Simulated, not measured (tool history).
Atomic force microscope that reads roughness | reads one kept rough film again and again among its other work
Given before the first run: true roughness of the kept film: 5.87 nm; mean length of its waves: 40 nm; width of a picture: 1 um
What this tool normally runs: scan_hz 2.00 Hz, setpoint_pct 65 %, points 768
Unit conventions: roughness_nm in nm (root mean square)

run	hour	scan_hz	setpoint_pct	points	roughness_nm
1	0.0	2.00	65	768	4.873
2	14.8	1.56	65	768	4.797
3	46.2	1.56	65	768	4.528
4	74.8	2.00	65	604	4.292
5	94.2	2.49	65	768	4.095
# hour 98.5: new tip fitted
6	116.9	2.49	65	768	4.681
7	145.0	2.00	65	768	4.496
8	173.9	2.00	65	774	4.285
9	191.0	2.00	65	768	4.133
# hour 196.9: new tip fitted
10	224.2	2.00	65	768	4.606
11	244.1	2.00	65	768	4.477
12	275.9	2.00	65	904	4.280
# hour 294.6: new tip fitted
13	295.5	2.00	65	904	4.878
14	329.0	2.00	65	904	4.562
15	355.1	2.00	65	904	4.367
16	374.3	2.00	65	904	4.247
17	388.7	2.00	65	768	4.178
# hour 393.9: new tip fitted
18	410.1	2.00	65	768	4.669
19	428.0	2.00	65	768	4.571
20	448.3	2.00	65	303	4.410
21	471.0	2.00	65	303	4.223
# hour 492.6: new tip fitted
22	499.2	2.00	71	768	4.764
23	531.4	0.76	59	351	4.662
24	558.2	0.76	59	351	4.498
25	582.2	0.76	59	351	4.293
# hour 592.1: new tip fitted
26	606.7	1.04	65	768	4.807
27	621.0	1.01	65	560	4.680
28	652.8	1.01	65	560	4.478
29	666.5	0.88	65	560	4.371
# hour 669.0: height scale calibrated on a step standard
# hour 690.4: new tip fitted
30	700.3	2.00	80	838	4.468
31	717.9	2.00	65	487	4.584
32	738.0	3.21	69	734	4.231
33	753.4	2.49	71	331	4.192
# hour 775.5: height scale calibrated on a step standard, once more
34	775.5	3.37	85	768	3.595
# hour 790.6: new tip fitted
35	793.2	0.59	75	475	4.906
36	819.1	0.77	75	845	4.720
37	846.0	0.77	75	845	4.503
38	877.6	2.83	65	346	4.112
# hour 888.2: new tip fitted
39	910.8	3.37	62	278	4.561
40	939.8	3.37	85	278	3.738
41	964.5	2.00	65	625	4.200

Difference, measured minus no-hidden-state, one row per run. Run-to-run variation is common to both terms; the gauge's own scatter need not be:
The hidden state here: radius of the tip, nm; height scale over the true one, %; drift of the gauge itself on roughness_nm, %.
run	roughness_nm
1	-0.035
2	-0.152
3	-0.403
4	-0.590
5	-0.698
6	-0.168
7	-0.402
8	-0.614
9	-0.722
10	-0.264
11	-0.408
12	-0.624
13	-0.022
14	-0.305
15	-0.504
16	-0.639
17	-0.733
18	-0.178
19	-0.317
20	-0.475
21	-0.623
22	-0.073
23	-0.351
24	-0.566
25	-0.727
26	-0.181
27	-0.290
28	-0.539
29	-0.644
30	-0.129
31	-0.274
32	-0.409
33	-0.519
34	-0.565
35	-0.035
36	-0.248
37	-0.450
38	-0.648
39	-0.224
40	-0.398
41	-0.634

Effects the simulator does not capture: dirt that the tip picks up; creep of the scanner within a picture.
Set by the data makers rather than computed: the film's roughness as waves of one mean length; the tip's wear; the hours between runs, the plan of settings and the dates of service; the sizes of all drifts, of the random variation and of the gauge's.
